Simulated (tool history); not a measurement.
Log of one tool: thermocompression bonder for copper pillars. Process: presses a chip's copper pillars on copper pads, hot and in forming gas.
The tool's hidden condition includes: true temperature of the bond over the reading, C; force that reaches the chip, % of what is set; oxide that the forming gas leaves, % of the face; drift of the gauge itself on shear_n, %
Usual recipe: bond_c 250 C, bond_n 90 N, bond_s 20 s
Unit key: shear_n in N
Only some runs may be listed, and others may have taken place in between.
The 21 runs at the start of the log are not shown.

run	day	bond_c	bond_n	bond_s	hours of work since the heater was calibrated	hours of work since the force cell was calibrated	hours of work since the gas filter was changed	shear_n
22	33.671	250	107	53	461	545	228	120.3
23	34.579	279	101	12	475	559	242	106.5
24	36.500	267	129	39	505	588	272	125.2
25	38.433	241	73	39	534	618	301	94.3
26	40.192	241	73	39	561	645	328	96.0
27	42.333	227	66	12	594	677	361	53.8
28	44.133	250	68	14	621	705	388	72.2
29	45.488	250	68	14	642	726	409	73.6
30	47.375	251	81	20	671	755	438	88.7
# day 48.125: forming gas filter changed
31	49.017	272	89	22	696	779	14	114.0
32	50.858	268	117	40	724	808	42	129.8
33	52.633	235	87	46	751	835	69	106.1
34	54.212	268	57	20	775	859	93	89.9
35	55.212	258	54	11	791	874	109	64.5
36	56.775	258	54	11	815	898	132	65.2
# day 58.346: heater calibrated with a thermocouple chip
37	58.962	266	103	19	9	930	165	114.2
38	60.479	266	103	19	33	954	188	114.0
39	62.546	227	135	37	64	985	219	114.1

Consider 4 possible next runs. They are alternatives, not a sequence: every one starts from the tool as it was left by run 39. What does each give?
A	64.425	271	74	19	93	1014	248	?
B	64.425	220	102	26	93	1014	248	?
C	64.425	227	115	37	93	1014	248	?
D	64.425	248	108	26	93	1014	248	?

run	shear_n
A	102.7
B	92.0
C	108.6
D	110.8
Without the tool's hidden state the same runs would have given:
run	shear_n
A	106.3
B	94.7
C	112.5
D	114.9
